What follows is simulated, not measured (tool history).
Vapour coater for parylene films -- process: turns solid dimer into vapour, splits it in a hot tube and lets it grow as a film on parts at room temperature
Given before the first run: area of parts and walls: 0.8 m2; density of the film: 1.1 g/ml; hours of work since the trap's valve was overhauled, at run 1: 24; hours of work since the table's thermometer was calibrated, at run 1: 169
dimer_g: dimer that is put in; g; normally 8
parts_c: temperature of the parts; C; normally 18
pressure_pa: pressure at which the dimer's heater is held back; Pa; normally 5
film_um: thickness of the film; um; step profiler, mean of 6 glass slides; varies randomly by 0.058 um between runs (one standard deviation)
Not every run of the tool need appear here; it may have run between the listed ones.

run     day  dimer_g  parts_c  pressure_pa  hours of work since the trap's valve was overhauled  hours of work since the table's thermometer was calibrated  film_um
  1       0        8       18            5                                                   24                                                         169     6.68
  2    1.55        8       18         8.52                                                   40                                                         184     6.53
  3   3.008        8       18         8.52                                                   54                                                         199     6.58
  4   3.817        8       18            5                                                   63                                                         207     6.69
  5   4.742        8       18            5                                                   72                                                         216     6.69
  6   6.279        8       18            5                                                   87                                                         232     6.69
  7   7.308        8       27         8.53                                                   98                                                         242      5.2
       7.55  -- trap's valve overhauled
  8   8.967       11       16         2.42                                                   14                                                         257     9.95
  9  10.058       11       16         2.42                                                   25                                                         268     9.85
 10  11.033       10       24         2.81                                                   35                                                         278     7.38
     12.375  -- trap's valve overhauled, once more
 11  12.429        6       18            5                                                    1                                                         290     5.14
 12    13.5        8       21            5                                                   11                                                         301     6.35

Consider 3 possible next runs. They are alternatives, not a sequence: every one starts from the tool as it was left by run 12. What does each give?
  A  14.396        8       16            5                                                   20                                                         310        ?
  B  14.396        8       14         7.64                                                   20                                                         310        ?
  C  14.396        4       22         7.26                                                   20                                                         310        ?

run  film_um
  A     7.11
  B     7.27
  C     3.05
What these runs would have given with no unlogged condition in the tool:
run  film_um
  A     7.19
  B     7.35
  C     3.09
